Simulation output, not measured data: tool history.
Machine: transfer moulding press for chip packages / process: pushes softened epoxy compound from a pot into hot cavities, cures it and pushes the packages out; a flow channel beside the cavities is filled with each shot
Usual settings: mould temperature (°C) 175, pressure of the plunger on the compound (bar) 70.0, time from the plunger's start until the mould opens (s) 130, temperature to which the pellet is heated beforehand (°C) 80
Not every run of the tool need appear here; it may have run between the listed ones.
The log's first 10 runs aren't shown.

run    day  mould temperature (°C)  pressure of the plunger on the compound (bar)  time from the plunger's start until the mould opens (s)  temperature to which the pellet is heated beforehand (°C)  hours of work since the mould's thermocouples were calibrated  shots since the plunger's rings were changed  shots since the cavities were cleaned  incoming compound's hours out of the cold store  length that the compound runs in the flow channel (mm)  greatest force on the pins that push the packages out (N)
 11  2.871                     175                                           66.1                                                      130                                                         80                                                             65                                          4502                                     77                                             44.8                                                     517                                                        221
 12  3.183                     175                                           70.0                                                      130                                                         86                                                             71                                          4588                                    163                                             35.9                                                     552                                                        246
 13  3.625                     175                                           70.0                                                      130                                                         86                                                             79                                          4708                                    283                                             39.2                                                     543                                                        259
 14  4.079                     175                                           70.0                                                      130                                                         86                                                             87                                          4832                                    407                                             39.0                                                     553                                                        263
 15  4.362                     168                                           70.0                                                      130                                                         86                                                             92                                          4910                                    485                                             46.0                                                     543                                                        401
 16  4.812                     168                                           53.1                                                      130                                                         86                                                            101                                          5033                                    608                                             26.5                                                     527                                                        429
 17  5.233                     168                                           82.3                                                      130                                                         85                                                            108                                          5148                                    723                                             42.3                                                     587                                                        445
 18  5.438                     175                                           85.7                                                      126                                                         80                                                            112                                          5204                                    779                                             13.9                                                     703                                                        320
 19  5.750                     175                                           85.7                                                      126                                                         80                                                            118                                          5289                                    864                                             47.4                                                     566                                                        300
     5.962  -- cavities cleaned with cleaning compound and waxed
 20  6.096                     175                                           85.7                                                      126                                                         80                                                            123                                          5367                                     37                                             25.9                                                     640                                                        244
 21  6.325                     175                                           70.0                                                      113                                                         74                                                            127                                          5429                                     99                                             13.7                                                     618                                                        304
 22  6.675                     175                                           70.0                                                      113                                                         74                                                            133                                          5525                                    195                                             25.4                                                     583                                                        306
 23  7.050                     175                                           58.3                                                      130                                                         73                                                            140                                          5627                                    297                                             43.0                                                     478                                                        258
 24  7.304                     168                                           58.8                                                      164                                                         89                                                            145                                          5697                                    367                                             38.2                                                     505                                                        272
 25  7.758                     168                                           58.8                                                      164                                                         89                                                            153                                          5822                                    492                                             18.3                                                     563                                                        310
 26  7.946                     175                                           70.0                                                      143                                                         80                                                            157                                          5873                                    543                                             31.8                                                     567                                                        250
 27  8.167                     169                                           70.0                                                      123                                                         80                                                            161                                          5933                                    603                                             24.9                                                     590                                                        439
 28  8.529                     168                                           62.2                                                      136                                                         80                                                            167                                          6032                                    702                                             30.2                                                     543                                                        408
 29  8.825                     168                                           62.2                                                      133                                                         89                                                            172                                          6113                                    783                                             16.1                                                     575                                                        486
 30  9.033                     180                                           54.0                                                      156                                                         80                                                            176                                          6170                                    840                                             18.5                                                     520                                                        245

3 options for the next run, each taken on its own from the tool as it stands now. Forecast them:
     9.379  -- plunger's sealing rings changed
     9.442  -- cavities cleaned with cleaning compound and waxed
  A  9.596                     175                                           62.9                                                      110                                                         80                                                            184                                            42                                     42                                             37.4                                                       ?                                                          ?
     9.379  -- plunger's sealing rings changed
     9.442  -- cavities cleaned with cleaning compound and waxed
  B  9.596                     169                                           70.0                                                      130                                                         80                                                            184                                            42                                     42                                             42.2                                                       ?                                                          ?
     9.379  -- plunger's sealing rings changed
     9.442  -- cavities cleaned with cleaning compound and waxed
  C  9.596                     177                                           70.0                                                      130                                                         86                                                            184                                            42                                     42                                             17.5                                                       ?                                                          ?

run  length that the compound runs in the flow channel (mm)  greatest force on the pins that push the packages out (N)
  A                                                     573                                                        286
  B                                                     609                                                        303
  C                                                     690                                                        226
Take away the tool's hidden state, keep each run's random variation, and the runs would have read:
run  length that the compound runs in the flow channel (mm)  greatest force on the pins that push the packages out (N)
  A                                                     576                                                        281
  B                                                     612                                                        298
  C                                                     693                                                        221

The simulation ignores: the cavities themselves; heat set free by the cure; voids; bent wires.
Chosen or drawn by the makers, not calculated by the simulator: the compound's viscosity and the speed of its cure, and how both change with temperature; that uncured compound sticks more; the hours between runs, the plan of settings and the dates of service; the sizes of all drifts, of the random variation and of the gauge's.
